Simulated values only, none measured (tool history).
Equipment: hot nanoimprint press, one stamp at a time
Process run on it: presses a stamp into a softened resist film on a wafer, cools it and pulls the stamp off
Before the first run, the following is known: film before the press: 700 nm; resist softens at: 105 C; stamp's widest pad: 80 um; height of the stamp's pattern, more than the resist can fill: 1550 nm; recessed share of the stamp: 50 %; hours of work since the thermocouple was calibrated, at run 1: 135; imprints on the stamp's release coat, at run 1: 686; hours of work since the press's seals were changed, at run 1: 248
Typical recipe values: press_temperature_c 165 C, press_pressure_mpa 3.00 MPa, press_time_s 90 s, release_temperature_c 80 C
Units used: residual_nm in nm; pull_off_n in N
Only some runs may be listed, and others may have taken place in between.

run   hour  press_temperature_c  press_pressure_mpa  press_time_s  release_temperature_c  hours of work since the thermocouple was calibrated  imprints on the stamp's release coat  hours of work since the press's seals were changed  residual_nm  pull_off_n
  1    0.0                  165                3.00            90                     80                                                  135                                   686                                                 248        360.6         245
  2   11.6                  165                3.00            90                     80                                                  143                                   713                                                 255        361.0         243
  3   25.7                  165                3.00            90                     80                                                  152                                   745                                                 265        361.8         245
  4   36.1                  165                3.00            90                     68                                                  159                                   769                                                 272        363.6         311
  5   52.0                  165                3.00            90                     68                                                  170                                   805                                                 283        362.6         313
  6   70.2                  165                3.00            90                     68                                                  183                                   846                                                 295        362.9         315
  7   79.5                  165                3.00            90                     68                                                  189                                   867                                                 302        364.0         316
  8   98.1                  161                3.01            77                     87                                                  202                                   910                                                 314        443.5         213
  9  113.5                  161                3.01            77                     87                                                  212                                   945                                                 325        449.0         212
 10  125.4                  160                3.00            92                     80                                                  220                                   972                                                 333        443.9         252
 11  134.5                  165                3.10            90                     72                                                  227                                   992                                                 339        360.6         297
 12  146.1                  165                3.10            90                     72                                                  235                                  1019                                                 347        360.8         297
 13  155.4                  165                3.44            90                     81                                                  241                                  1040                                                 354        343.2         249
 14  169.5                  159                2.97            90                     77                                                  250                                  1072                                                 363        463.7         272

Forecast each of these 5 alternatives for the next run:
  A  181.0                  161                3.17            90                     84                                                  258                                  1098                                                 371            ?           ?
  B  181.0                  159                3.62            72                     77                                                  258                                  1098                                                 371            ?           ?
  C  181.0                  168                3.00            89                     86                                                  258                                  1098                                                 371            ?           ?
  D  181.0                  163                3.00            57                     83                                                  258                                  1098                                                 371            ?           ?
  E  181.0                  174                3.66            90                     77                                                  258                                  1098                                                 371            ?           ?

run  residual_nm  pull_off_n
  A        420.6         234
  B        459.1         272
  C        325.4         225
  D        454.9         240
  E        228.8         274
Without the tool's hidden state the same runs would have given:
run  residual_nm  pull_off_n
  A        399.6         209
  B        436.5         244
  C        308.4         201
  D        434.7         215
  E        215.6         246

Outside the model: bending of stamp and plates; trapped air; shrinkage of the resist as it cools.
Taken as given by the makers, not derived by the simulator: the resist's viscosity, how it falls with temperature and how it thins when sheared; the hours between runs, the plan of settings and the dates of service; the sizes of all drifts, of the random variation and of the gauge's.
